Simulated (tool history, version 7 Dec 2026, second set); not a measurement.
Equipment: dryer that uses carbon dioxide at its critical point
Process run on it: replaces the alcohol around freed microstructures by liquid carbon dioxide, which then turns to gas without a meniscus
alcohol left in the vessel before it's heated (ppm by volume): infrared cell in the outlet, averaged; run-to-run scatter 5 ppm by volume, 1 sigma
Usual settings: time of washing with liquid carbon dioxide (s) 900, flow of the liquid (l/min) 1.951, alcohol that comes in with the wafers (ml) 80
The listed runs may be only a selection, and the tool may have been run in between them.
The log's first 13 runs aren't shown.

run     day  time of washing with liquid carbon dioxide (s)  flow of the liquid (l/min)  alcohol that comes in with the wafers (ml)  alcohol left in the vessel before it's heated (ppm by volume)
 14  13.658                                             900                       1.951                                          80                                                             78
 15  14.338                                             900                       1.951                                          80                                                             82
 16  15.079                                             900                       1.951                                          80                                                             84
 17  16.354                                             900                       1.951                                          80                                                             82
 18  17.158                                             900                       1.951                                          80                                                             80
 19  18.221                                             900                       1.951                                          80                                                             97
 20  19.050                                             900                       1.951                                          80                                                            102
 21  20.062                                             900                       1.951                                          80                                                             92
 22  21.050                                             900                       1.951                                          57                                                            100
 23  22.092                                             900                       1.190                                          80                                                            529
 24  23.388                                             900                       1.190                                          80                                                            554
 25  24.129                                             900                       1.190                                          80                                                            523
 26  25.262                                            1080                       1.420                                          80                                                            165
 27  25.812                                            1080                       1.420                                          80                                                            170
 28  26.379                                            1380                       2.980                                          24                                                             81
 29  27.342                                            1080                       1.640                                          65                                                            125
 30  28.496                                            1080                       1.640                                          65                                                            119
 31  29.504                                             900                       1.750                                          80                                                            177
 32  30.442                                             900                       1.750                                          80                                                            172
 33  31.196                                             900                       1.750                                          80                                                            166
 34  31.817                                             900                       1.750                                          80                                                            177
     32.538  -- inlet filter changed
 35  33.092                                             900                       1.951                                          62                                                            113
 36  34.192                                            1080                       2.810                                          20                                                            101
 37  34.946                                            1320                       2.160                                          47                                                             99

Run 38, settings as shown, results not yet in. Your forecast:
 38  35.658                                            1440                       1.620                                          80                                                              ?

Logged for run 38: alcohol left in the vessel before it's heated (ppm by volume) 116.
Minus the tool's unlogged condition, the same run would have read alcohol left in the vessel before it's heated (ppm by volume) 10.
